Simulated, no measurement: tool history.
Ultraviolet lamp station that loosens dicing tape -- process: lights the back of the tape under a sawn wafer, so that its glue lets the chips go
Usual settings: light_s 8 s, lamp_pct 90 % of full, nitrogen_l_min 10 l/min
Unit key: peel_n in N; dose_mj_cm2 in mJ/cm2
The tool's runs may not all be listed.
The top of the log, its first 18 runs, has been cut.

| run | hour | light_s | lamp_pct | nitrogen_l_min | peel_n | dose_mj_cm2 |
|---|---|---|---|---|---|---|
| 19 | 678.3 | 5 | 90 | 10 | 1.614 | 391 |
| 20 | 702.3 | 8 | 90 | 10 | 0.682 | 628 |
|  | 715.2 | gauge calibrated |
| 21 | 747 | 8 | 90 | 10 | 0.68 | 609 |
| 22 | 777.7 | 8 | 90 | 10 | 0.694 | 609 |
| 23 | 829.4 | 8 | 90 | 10 | 0.67 | 612 |
| 24 | 859.2 | 8 | 90 | 10 | 0.701 | 614 |
| 25 | 910.2 | 8 | 73 | 10 | 1.03 | 501 |
| 26 | 949 | 9 | 61 | 7 | 1.47 | 474 |
| 27 | 973.4 | 9 | 61 | 7 | 1.496 | 466 |
| 28 | 1001.6 | 9 | 65 | 7 | 1.386 | 499 |
| 29 | 1035.8 | 5 | 63 | 4 | 3.856 | 269 |
|  | 1066.9 | lamp changed |
| 30 | 1082.8 | 5 | 90 | 10 | 1.624 | 388 |
| 31 | 1121 | 8 | 87 | 10 | 0.754 | 600 |
| 32 | 1162.9 | 10 | 90 | 10 | 0.421 | 777 |
| 33 | 1187.3 | 4 | 81 | 10 | 2.528 | 280 |
| 34 | 1212.8 | 4 | 81 | 10 | 2.58 | 281 |
| 35 | 1255.7 | 8 | 97 | 10 | 0.581 | 677 |
| 36 | 1303.9 | 4 | 97 | 10 | 2.04 | 333 |
| 37 | 1326.3 | 4 | 97 | 10 | 2.073 | 336 |
| 38 | 1357.1 | 7 | 90 | 10 | 0.906 | 541 |
| 39 | 1397.6 | 7 | 90 | 10 | 0.893 | 544 |
| 40 | 1438.9 | 7 | 90 | 10 | 0.895 | 550 |
|  | 1449.3 | window cleaned of glue's vapour |
| 41 | 1491.6 | 9 | 64 | 16 | 0.74 | 504 |
| 42 | 1519.6 | 5 | 90 | 4 | 2.636 | 397 |
| 43 | 1562.1 | 8 | 90 | 19 | 0.409 | 628 |

Predict each of these 3 candidate next runs independently; none follows another, all start after run 43:
| A | 1585.5 | 8 | 90 | 15 | ? | ? |
| B | 1585.5 | 4 | 90 | 7 | ? | ? |
| C | 1585.5 | 7 | 79 | 18 | ? | ? |

| run | peel_n | dose_mj_cm2 |
|---|---|---|
| A | 0.485 | 632 |
| B | 2.692 | 317 |
| C | 0.734 | 485 |
Had the tool no hidden state, the same runs would have come out as:
| run | peel_n | dose_mj_cm2 |
|---|---|---|
| A | 0.484 | 610 |
| B | 2.69 | 306 |
| C | 0.733 | 468 |

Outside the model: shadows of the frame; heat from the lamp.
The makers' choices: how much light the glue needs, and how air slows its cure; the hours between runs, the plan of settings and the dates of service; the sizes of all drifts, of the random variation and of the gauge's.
